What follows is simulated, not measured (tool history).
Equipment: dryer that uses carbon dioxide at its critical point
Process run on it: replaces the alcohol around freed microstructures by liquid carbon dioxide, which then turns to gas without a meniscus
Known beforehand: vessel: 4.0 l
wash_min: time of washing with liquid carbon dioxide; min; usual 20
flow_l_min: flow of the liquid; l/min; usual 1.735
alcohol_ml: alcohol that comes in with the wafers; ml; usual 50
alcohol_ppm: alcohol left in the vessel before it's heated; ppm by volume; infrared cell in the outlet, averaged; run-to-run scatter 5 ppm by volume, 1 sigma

run 1 day=0.000 | wash_min=20 flow_l_min=1.735 alcohol_ml=50 | alcohol_ppm=15
run 2 day=1.758 | wash_min=20 flow_l_min=1.735 alcohol_ml=50 | alcohol_ppm=20
run 3 day=3.421 | wash_min=20 flow_l_min=1.735 alcohol_ml=50 | alcohol_ppm=20
run 4 day=5.475 | wash_min=20 flow_l_min=1.735 alcohol_ml=50 | alcohol_ppm=29
run 5 day=6.483 | wash_min=20 flow_l_min=1.735 alcohol_ml=50 | alcohol_ppm=20
run 6 day=8.150 | wash_min=20 flow_l_min=1.735 alcohol_ml=50 | alcohol_ppm=18
run 7 day=9.475 | wash_min=20 flow_l_min=1.735 alcohol_ml=50 | alcohol_ppm=13
run 8 day=11.400 | wash_min=20 flow_l_min=1.735 alcohol_ml=50 | alcohol_ppm=20
run 9 day=12.812 | wash_min=20 flow_l_min=1.735 alcohol_ml=79 | alcohol_ppm=19
run 10 day=14.167 | wash_min=13 flow_l_min=1.180 alcohol_ml=38 | alcohol_ppm=395
run 11 day=16.488 | wash_min=20 flow_l_min=2.530 alcohol_ml=63 | alcohol_ppm=20
run 12 day=17.638 | wash_min=20 flow_l_min=1.080 alcohol_ml=22 | alcohol_ppm=93
run 13 day=18.633 | wash_min=21 flow_l_min=2.080 alcohol_ml=22 | alcohol_ppm=33
run 14 day=20.658 | wash_min=21 flow_l_min=2.080 alcohol_ml=40 | alcohol_ppm=26
run 15 day=21.725 | wash_min=21 flow_l_min=2.080 alcohol_ml=40 | alcohol_ppm=34
run 16 day=23.533 | wash_min=12 flow_l_min=1.180 alcohol_ml=89 | alcohol_ppm=1405
run 17 day=25.383 | wash_min=18 flow_l_min=1.735 alcohol_ml=50 | alcohol_ppm=56

Not shown: 1 entry that the log had between the listed runs. Between which runs, and how does the tool's hidden state differ before and after?
Runs 4 to 5: inlet filter changed (day 6.483)
  flow that reaches the vessel past the clogged filter, %: 86.1 -> 99.5; alcohol in the recycled carbon dioxide, ppm: 14.5 -> 15.4
  measured value less the no-hidden-state value, alcohol_ppm: +18 -> +11 ppm by volume
